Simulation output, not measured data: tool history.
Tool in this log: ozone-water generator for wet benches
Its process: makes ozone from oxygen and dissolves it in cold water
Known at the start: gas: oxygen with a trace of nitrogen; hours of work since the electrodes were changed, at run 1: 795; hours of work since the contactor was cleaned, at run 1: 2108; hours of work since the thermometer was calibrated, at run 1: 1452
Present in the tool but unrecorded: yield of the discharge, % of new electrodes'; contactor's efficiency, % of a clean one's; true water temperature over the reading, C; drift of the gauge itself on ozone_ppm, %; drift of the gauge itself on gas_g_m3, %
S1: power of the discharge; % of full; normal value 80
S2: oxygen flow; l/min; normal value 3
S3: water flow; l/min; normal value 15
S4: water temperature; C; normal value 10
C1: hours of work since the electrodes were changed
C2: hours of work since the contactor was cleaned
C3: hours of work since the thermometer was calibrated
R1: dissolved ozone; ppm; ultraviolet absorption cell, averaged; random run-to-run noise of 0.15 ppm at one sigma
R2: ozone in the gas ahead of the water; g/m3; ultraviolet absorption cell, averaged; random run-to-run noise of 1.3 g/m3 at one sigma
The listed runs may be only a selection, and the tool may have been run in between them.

Run 1, hour 0: usual settings; C1 795; C2 2108; C3 1452. Result: R1 18.3 ppm, R2 231.2 g/m3.
At hour 14: contactor cleaned.
Run 2, hour 51: usual settings; C1 834; C2 30; C3 1490. Result: R1 19.4 ppm, R2 232.4 g/m3.
Run 3, hour 72.1: usual settings but S4 14 C; C1 851; C2 47; C3 1507. Result: R1 18.1 ppm, R2 231.8 g/m3.
Run 4, hour 114.9: usual settings but S4 14 C; C1 885; C2 82; C3 1542. Result: R1 17.9 ppm, R2 230.3 g/m3.
Run 5, hour 150.4: usual settings but S4 14 C; C1 914; C2 111; C3 1571. Result: R1 18.1 ppm, R2 228.6 g/m3.
Run 6, hour 191.7: usual settings but S4 14 C; C1 948; C2 144; C3 1604. Result: R1 18.5 ppm, R2 229.4 g/m3.
Run 7, hour 227.5: usual settings but S1 64 % of full, S2 1.51 l/min, S3 19 l/min, S4 17 C; C1 977; C2 173; C3 1633. Result: R1 9.5 ppm, R2 251.8 g/m3.
Run 8, hour 251.4: usual settings but S1 72 % of full, S2 2.42 l/min, S4 16 C; C1 996; C2 193; C3 1653. Result: R1 15.3 ppm, R2 232 g/m3.
Run 9, hour 279.8: usual settings but S1 72 % of full, S2 2.42 l/min, S4 16 C; C1 1019; C2 216; C3 1676. Result: R1 15.5 ppm, R2 233.2 g/m3.
Run 10, hour 316.2: usual settings but S2 2.57 l/min; C1 1049; C2 245; C3 1705. Result: R1 17.8 ppm, R2 243.2 g/m3.
Run 11, hour 340.4: usual settings but S2 2.57 l/min; C1 1069; C2 265; C3 1725. Result: R1 18.2 ppm, R2 243.5 g/m3.
Run 12, hour 380.7: usual settings but S2 2.57 l/min; C1 1101; C2 298; C3 1758. Result: R1 17.9 ppm, R2 243.3 g/m3.

3 options for the next run, each taken on its own from the tool as it stands now. Forecast them:
Run A, hour 429.8: usual settings but S1 94 % of full, S2 1.79 l/min, S3 10 l/min; C1 1141; C2 338; C3 1798. Result: R1 ?, R2 ?.
Run B, hour 429.8: usual settings but S2 2.57 l/min, S4 5 C; C1 1141; C2 338; C3 1798. Result: R1 ?, R2 ?.
Run C, hour 429.8: usual settings but S1 92 % of full, S2 4.12 l/min, S4 13 C; C1 1141; C2 338; C3 1798. Result: R1 ?, R2 ?.

run    R1     R2
  A  24.6  301.8
  B  18.5  242.4
  C  21.7  223.3
Stripped of hidden state, with their random variation kept, the same runs would have yielded:
run    R1     R2
  A  25.8  314.2
  B  19.4  251.6
  C  22.7  232.5
